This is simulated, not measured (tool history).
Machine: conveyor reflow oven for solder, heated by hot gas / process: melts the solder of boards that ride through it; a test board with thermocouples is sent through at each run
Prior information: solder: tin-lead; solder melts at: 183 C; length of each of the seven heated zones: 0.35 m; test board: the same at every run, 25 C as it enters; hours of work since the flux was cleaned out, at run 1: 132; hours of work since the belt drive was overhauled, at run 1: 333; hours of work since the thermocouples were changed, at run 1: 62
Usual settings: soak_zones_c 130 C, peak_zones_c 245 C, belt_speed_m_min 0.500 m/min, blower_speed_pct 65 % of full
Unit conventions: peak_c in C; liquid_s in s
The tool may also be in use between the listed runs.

run	hour	soak_zones_c	peak_zones_c	belt_speed_m_min	blower_speed_pct	hours of work since the flux was cleaned out	hours of work since the belt drive was overhauled	hours of work since the thermocouples were changed	peak_c	liquid_s
1	0.0	130	245	0.500	65	132	333	62	230.9	71.5
2	11.8	139	245	0.500	65	141	343	71	231.5	74.9
3	18.3	130	245	0.500	64	146	348	76	230.8	71.5
4	31.6	130	245	0.500	64	157	358	87	229.9	71.2
5	46.0	130	245	0.500	61	168	370	98	230.0	70.3
6	51.8	130	245	0.500	65	173	375	103	229.2	71.2
7	59.1	130	245	0.500	65	178	380	109	230.4	70.8
8	69.2	130	245	0.500	70	186	388	117	231.0	71.4
9	82.0	130	241	0.500	70	197	398	127	227.1	68.6
10	88.6	130	245	0.507	65	202	404	132	229.5	69.4
11	98.1	130	245	0.500	65	209	411	140	230.5	70.9
12	112.5	130	245	0.500	65	221	423	151	230.5	71.3
13	118.6	117	245	0.500	65	226	428	156	227.9	65.6
14	130.2	130	245	0.525	65	235	437	165	228.7	66.4
# hour 140.7: flux residue cleaned out of gas plates and filters
15	147.5	130	245	0.525	65	5	447	175	229.3	67.2
16	161.6	130	256	0.500	65	17	458	186	241.9	77.8
17	174.4	130	256	0.500	65	27	468	196	241.5	77.0
18	181.8	130	256	0.500	65	33	474	202	241.3	77.5
19	195.6	130	256	0.500	65	44	485	213	242.1	76.9
20	204.8	130	256	0.500	72	51	492	221	242.8	78.2
21	217.1	130	256	0.500	72	61	502	230	243.5	77.6
22	230.1	130	256	0.500	72	71	512	241	242.7	77.6
# hour 235.4: belt drive overhauled, speed set with a stopwatch
23	243.7	127	255	0.407	50	79	7	248	243.9	96.2
24	253.1	122	255	0.407	50	86	14	256	242.6	95.4
25	266.2	128	259	0.522	58	96	24	266	240.8	73.4
26	275.6	132	245	0.500	60	104	32	274	230.4	72.2
27	282.7	132	245	0.500	60	110	38	279	230.5	72.2
# hour 291.0: belt drive overhauled, speed set with a stopwatch, once more
28	294.5	132	245	0.500	60	116	3	285	230.2	70.5
29	305.3	132	245	0.500	85	124	11	294	235.0	73.5
30	311.7	130	237	0.509	74	129	16	299	224.3	66.0
31	317.8	130	237	0.509	74	134	21	304	224.7	65.6
32	324.9	130	237	0.509	74	140	27	310	224.3	65.3

3 options for the next run, each taken on its own from the tool as it stands now. Forecast them:
A	339.1	128	239	0.436	74	151	38	321	?	?
B	339.1	130	234	0.509	67	151	38	321	?	?
C	339.1	136	237	0.500	65	151	38	321	?	?

run	peak_c	liquid_s
A	230.3	81.5
B	220.3	63.0
C	224.6	68.8
Stripped of hidden state, with their random variation kept, the same runs would have yielded:
run	peak_c	liquid_s
A	230.4	81.8
B	220.7	63.5
C	224.9	69.1
